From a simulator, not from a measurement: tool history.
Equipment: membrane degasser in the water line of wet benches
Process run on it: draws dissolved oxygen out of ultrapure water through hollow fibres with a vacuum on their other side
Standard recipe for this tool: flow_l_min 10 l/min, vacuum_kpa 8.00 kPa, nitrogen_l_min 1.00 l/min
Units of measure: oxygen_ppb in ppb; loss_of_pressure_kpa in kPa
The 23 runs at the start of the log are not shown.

{"run": 24, "hour": 1126.0, "flow_l_min": 6, "vacuum_kpa": 13.64, "nitrogen_l_min": 1.97, "oxygen_ppb": 80.0, "loss_of_pressure_kpa": 31.57}
{"run": 25, "hour": 1171.3, "flow_l_min": 10, "vacuum_kpa": 8.0, "nitrogen_l_min": 0.75, "oxygen_ppb": 151.9, "loss_of_pressure_kpa": 52.91}
{"run": 26, "hour": 1211.5, "flow_l_min": 9, "vacuum_kpa": 13.99, "nitrogen_l_min": 1.0, "oxygen_ppb": 232.3, "loss_of_pressure_kpa": 47.2}
{"run": 27, "hour": 1257.0, "flow_l_min": 9, "vacuum_kpa": 13.99, "nitrogen_l_min": 1.0, "oxygen_ppb": 227.9, "loss_of_pressure_kpa": 46.72}
{"run": 28, "hour": 1299.9, "flow_l_min": 9, "vacuum_kpa": 13.99, "nitrogen_l_min": 1.0, "oxygen_ppb": 230.1, "loss_of_pressure_kpa": 46.98}
{"run": 29, "hour": 1352.5, "flow_l_min": 10, "vacuum_kpa": 11.55, "nitrogen_l_min": 1.0, "oxygen_ppb": 196.8, "loss_of_pressure_kpa": 52.23}
{"run": 30, "hour": 1385.7, "flow_l_min": 10, "vacuum_kpa": 15.21, "nitrogen_l_min": 0.75, "oxygen_ppb": 364.6, "loss_of_pressure_kpa": 52.47}
{"run": 31, "hour": 1419.7, "flow_l_min": 12, "vacuum_kpa": 8.0, "nitrogen_l_min": 1.0, "oxygen_ppb": 143.0, "loss_of_pressure_kpa": 62.91}
{"run": 32, "hour": 1473.0, "flow_l_min": 12, "vacuum_kpa": 8.0, "nitrogen_l_min": 1.0, "oxygen_ppb": 140.4, "loss_of_pressure_kpa": 63.1}

Branching from run 32: 3 alternative next runs. What would each branch give?
{"run": "A", "hour": 1525.1, "flow_l_min": 7, "vacuum_kpa": 12.35, "nitrogen_l_min": 0.82, "oxygen_ppb": "?", "loss_of_pressure_kpa": "?"}
{"run": "B", "hour": 1525.1, "flow_l_min": 6, "vacuum_kpa": 8.0, "nitrogen_l_min": 1.0, "oxygen_ppb": "?", "loss_of_pressure_kpa": "?"}
{"run": "C", "hour": 1525.1, "flow_l_min": 9, "vacuum_kpa": 13.42, "nitrogen_l_min": 0.75, "oxygen_ppb": "?", "loss_of_pressure_kpa": "?"}

run=A oxygen_ppb=184.7 loss_of_pressure_kpa=36.53
run=B oxygen_ppb=71.8 loss_of_pressure_kpa=31.36
run=C oxygen_ppb=286.6 loss_of_pressure_kpa=46.71
Without the tool's hidden state the same runs would have given:
run=A oxygen_ppb=184.4 loss_of_pressure_kpa=37.21
run=B oxygen_ppb=71.6 loss_of_pressure_kpa=31.94
run=C oxygen_ppb=286.2 loss_of_pressure_kpa=47.59

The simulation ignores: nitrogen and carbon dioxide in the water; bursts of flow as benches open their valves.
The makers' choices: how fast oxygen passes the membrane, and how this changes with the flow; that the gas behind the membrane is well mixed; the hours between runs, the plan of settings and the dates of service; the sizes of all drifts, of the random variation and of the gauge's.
